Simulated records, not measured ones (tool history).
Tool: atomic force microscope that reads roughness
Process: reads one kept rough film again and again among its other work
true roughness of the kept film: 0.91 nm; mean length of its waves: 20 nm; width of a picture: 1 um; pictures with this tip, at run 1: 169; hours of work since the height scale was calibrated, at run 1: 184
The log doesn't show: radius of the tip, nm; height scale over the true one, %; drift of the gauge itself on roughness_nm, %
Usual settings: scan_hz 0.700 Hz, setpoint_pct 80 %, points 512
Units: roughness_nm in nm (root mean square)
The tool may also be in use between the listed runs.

run   hour  scan_hz  setpoint_pct  points  pictures with this tip  hours of work since the height scale was calibrated  roughness_nm
  1    0.0    0.700            80     512                     169                                                  184         0.752
  2    9.4    0.700            80     512                     190                                                  191         0.753
  3   26.8    2.558            80     512                     227                                                  202         0.666
  4   39.3    0.700            80     512                     254                                                  211         0.733
  5   51.1    0.700            80     512                     280                                                  219         0.718
  6   64.0    0.700            80     347                     307                                                  227         0.712
  7   72.9    0.700            80     347                     327                                                  233         0.700
      79.5  -- new tip fitted
  8   91.3    0.700            80     347                      25                                                  245         0.789
  9  112.2    2.704            80     347                      70                                                  259         0.701
     114.8  -- height scale calibrated on a step standard
 10  126.4    2.704            80     347                      99                                                    8         0.689
 11  136.9    0.700            80     336                     121                                                   15         0.752
 12  152.2    0.700            80     811                     154                                                   25         0.781
 13  171.0    0.700            80     512                     195                                                   38         0.747
 14  182.1    2.326            57     320                     219                                                   45         0.738
 15  198.6    0.700            80     962                     254                                                   56         0.737
 16  208.7    0.700            71     295                     276                                                   63         0.719
 17  223.9    2.114            80     512                     309                                                   73         0.663
 18  235.5    1.931            55     267                     334                                                   81         0.698
     238.9  -- new tip fitted
     242.9  -- height scale calibrated on a step standard, once more
 19  255.7    1.931            55     267                      34                                                    9         0.779
 20  276.6    3.709            80     323                      79                                                   23         0.670
 21  289.6    3.709            80     323                     107                                                   31         0.657
 22  309.2    2.712            71     990                     150                                                   45         0.728
 23  329.5    3.955            81     260                     193                                                   58         0.622
 24  348.8    3.955            81     260                     235                                                   71         0.600
 25  364.9    3.650            57     886                     270                                                   82         0.710

Measured less the same run without the tool's hidden state. The same run-to-run variation is in both; the gauge's scatter may not be:
run  roughness_nm
  1        -0.050
  2        -0.054
  3        -0.059
  4        -0.071
  5        -0.077
  6        -0.081
  7        -0.087
  8        -0.005
  9        -0.016
 10        -0.022
 11        -0.030
 12        -0.039
 13        -0.049
 14        -0.057
 15        -0.066
 16        -0.071
 17        -0.073
 18        -0.084
 19        -0.017
 20        -0.025
 21        -0.033
 22        -0.047
 23        -0.050
 24        -0.060
 25        -0.079
